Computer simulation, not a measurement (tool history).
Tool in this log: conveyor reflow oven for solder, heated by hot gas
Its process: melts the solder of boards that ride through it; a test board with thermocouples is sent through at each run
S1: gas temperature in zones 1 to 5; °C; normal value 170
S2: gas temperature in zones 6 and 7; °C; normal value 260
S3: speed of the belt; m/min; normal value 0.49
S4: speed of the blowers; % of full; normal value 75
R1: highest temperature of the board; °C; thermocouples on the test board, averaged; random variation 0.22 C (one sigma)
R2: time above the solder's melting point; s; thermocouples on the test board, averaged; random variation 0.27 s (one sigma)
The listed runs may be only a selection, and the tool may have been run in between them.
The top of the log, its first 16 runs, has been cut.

{"run": 17, "hour": 276.1, "S1": 178, "S2": 260, "S3": 0.419, "S4": 75, "R1": 251.9, "R2": 79}
{"run": 18, "hour": 286.7, "S1": 170, "S2": 260, "S3": 0.467, "S4": 88, "R1": 249.3, "R2": 64.4}
{"run": 19, "hour": 303.1, "S1": 166, "S2": 272, "S3": 0.534, "S4": 66, "R1": 252.1, "R2": 54.8}
{"hour": 309.3, "done": "flux residue cleaned out of gas plates and filters"}
{"run": 20, "hour": 329.7, "S1": 175, "S2": 268, "S3": 0.47, "S4": 89, "R1": 256.4, "R2": 71.4}
{"hour": 350.6, "done": "flux residue cleaned out of gas plates and filters, once more"}
{"run": 21, "hour": 352.2, "S1": 170, "S2": 271, "S3": 0.518, "S4": 56, "R1": 253.9, "R2": 60.2}
{"run": 22, "hour": 376.2, "S1": 170, "S2": 271, "S3": 0.518, "S4": 56, "R1": 254.2, "R2": 60.1}
{"run": 23, "hour": 400.5, "S1": 170, "S2": 249, "S3": 0.513, "S4": 66, "R1": 236.8, "R2": 45.5}
{"run": 24, "hour": 411.5, "S1": 160, "S2": 262, "S3": 0.487, "S4": 79, "R1": 250.3, "R2": 59.9}
{"run": 25, "hour": 434.7, "S1": 160, "S2": 262, "S3": 0.487, "S4": 79, "R1": 250.4, "R2": 59.2}
{"run": 26, "hour": 445.1, "S1": 160, "S2": 255, "S3": 0.419, "S4": 64, "R1": 246.1, "R2": 65.9}
{"run": 27, "hour": 466.9, "S1": 182, "S2": 255, "S3": 0.419, "S4": 56, "R1": 247.8, "R2": 76.6}
{"run": 28, "hour": 481.7, "S1": 170, "S2": 261, "S3": 0.482, "S4": 75, "R1": 250.6, "R2": 63.4}
{"run": 29, "hour": 501.8, "S1": 170, "S2": 262, "S3": 0.49, "S4": 75, "R1": 251, "R2": 62.9}
{"run": 30, "hour": 521.3, "S1": 182, "S2": 260, "S3": 0.467, "S4": 75, "R1": 251.8, "R2": 72}
{"run": 31, "hour": 532.9, "S1": 182, "S2": 253, "S3": 0.467, "S4": 75, "R1": 245.5, "R2": 67.7}

3 options for the next run, each taken on its own from the tool as it stands now. Forecast them:
{"run": "A", "hour": 553.1, "S1": 174, "S2": 256, "S3": 0.484, "S4": 75, "R1": "?", "R2": "?"}
{"run": "B", "hour": 553.1, "S1": 181, "S2": 253, "S3": 0.538, "S4": 75, "R1": "?", "R2": "?"}
{"run": "C", "hour": 553.1, "S1": 163, "S2": 261, "S3": 0.467, "S4": 59, "R1": "?", "R2": "?"}

run=A R1=246.1 R2=61.3
run=B R1=242.1 R2=53.4
run=C R1=247.9 R2=59.9
The same runs, with their run-to-run variation unchanged, on a tool lacking any hidden condition would have given:
run=A R1=245.1 R2=60.6
run=B R1=241.2 R2=52.8
run=C R1=246.9 R2=59.2
